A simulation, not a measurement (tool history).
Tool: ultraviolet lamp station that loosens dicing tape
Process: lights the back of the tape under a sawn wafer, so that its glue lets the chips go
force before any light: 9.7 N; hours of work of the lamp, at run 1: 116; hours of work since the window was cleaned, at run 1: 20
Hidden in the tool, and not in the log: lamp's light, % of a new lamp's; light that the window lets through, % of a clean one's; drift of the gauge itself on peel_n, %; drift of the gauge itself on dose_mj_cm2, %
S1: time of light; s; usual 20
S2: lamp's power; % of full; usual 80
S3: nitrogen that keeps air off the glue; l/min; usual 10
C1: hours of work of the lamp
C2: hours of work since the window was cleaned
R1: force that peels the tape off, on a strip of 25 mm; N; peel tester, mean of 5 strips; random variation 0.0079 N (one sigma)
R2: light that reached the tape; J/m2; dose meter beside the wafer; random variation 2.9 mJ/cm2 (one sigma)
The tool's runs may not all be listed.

run 1 hour=0 | S1=20 S2=80 S3=10 | C1=116 C2=20 | R1=0.325 R2=3980
run 2 hour=5.3 | S1=23 S2=80 S3=10 | C1=119 C2=23 | R1=0.253 R2=4630
run 3 hour=14.6 | S1=16 S2=80 S3=10 | C1=124 C2=28 | R1=0.53 R2=3230
run 4 hour=24.9 | S1=16 S2=80 S3=10 | C1=130 C2=34 | R1=0.554 R2=3220
run 5 hour=30.6 | S1=16 S2=80 S3=10 | C1=133 C2=37 | R1=0.538 R2=3200
run 6 hour=39 | S1=16 S2=80 S3=10 | C1=137 C2=41 | R1=0.559 R2=3200
run 7 hour=44.9 | S1=14 S2=80 S3=10 | C1=140 C2=44 | R1=0.763 R2=2810
run 8 hour=54.7 | S1=14 S2=80 S3=10 | C1=146 C2=50 | R1=0.748 R2=2800
run 9 hour=63.7 | S1=14 S2=80 S3=10 | C1=150 C2=54 | R1=0.791 R2=2760
run 10 hour=73.3 | S1=20 S2=80 S3=10 | C1=156 C2=60 | R1=0.329 R2=3910
run 11 hour=83.4 | S1=20 S2=80 S3=10 | C1=161 C2=65 | R1=0.337 R2=3950
run 12 hour=91.1 | S1=20 S2=80 S3=10 | C1=165 C2=69 | R1=0.345 R2=3970
run 13 hour=99.9 | S1=20 S2=80 S3=10 | C1=170 C2=74 | R1=0.343 R2=3910
run 14 hour=109.8 | S1=20 S2=80 S3=17 | C1=175 C2=79 | R1=0.26 R2=3910
run 15 hour=120.2 | S1=20 S2=80 S3=17 | C1=181 C2=85 | R1=0.259 R2=3920
-- hour=121.2 window cleaned of glue's vapour
run 16 hour=128.4 | S1=20 S2=80 S3=17 | C1=185 C2=4 | R1=0.266 R2=3870
run 17 hour=139.3 | S1=20 S2=80 S3=17 | C1=191 C2=10 | R1=0.276 R2=3910
-- hour=145.4 window cleaned of glue's vapour, once more
run 18 hour=145.9 | S1=20 S2=80 S3=17 | C1=194 C2=0 | R1=0.267 R2=3950
run 19 hour=154.2 | S1=20 S2=80 S3=17 | C1=199 C2=5 | R1=0.26 R2=3920
run 20 hour=160.4 | S1=20 S2=80 S3=17 | C1=202 C2=8 | R1=0.26 R2=3920
run 21 hour=166.7 | S1=17 S2=80 S3=17 | C1=205 C2=11 | R1=0.368 R2=3300
run 22 hour=174 | S1=17 S2=80 S3=17 | C1=209 C2=15 | R1=0.367 R2=3340
run 23 hour=181.5 | S1=17 S2=80 S3=17 | C1=213 C2=19 | R1=0.374 R2=3320
run 24 hour=187 | S1=17 S2=80 S3=10 | C1=216 C2=22 | R1=0.504 R2=3310
run 25 hour=195.7 | S1=20 S2=62 S3=10 | C1=221 C2=27 | R1=0.642 R2=3000
run 26 hour=205.6 | S1=10 S2=84 S3=3 | C1=226 C2=32 | R1=2.658 R2=2040
run 27 hour=212.2 | S1=15 S2=77 S3=6 | C1=230 C2=36 | R1=1.018 R2=2820
run 28 hour=222.7 | S1=15 S2=77 S3=6 | C1=236 C2=42 | R1=1.049 R2=2770

The next listed run, before its measurement:
run 29 hour=233.6 | S1=40 S2=69 S3=6 | C1=241 C2=48 | R1=? R2=?

R1: 0.17 N
R2: 6680 J/m2
Without the tool's hidden state the same run would have given R1 0.158 N, R2 7200 J/m2.
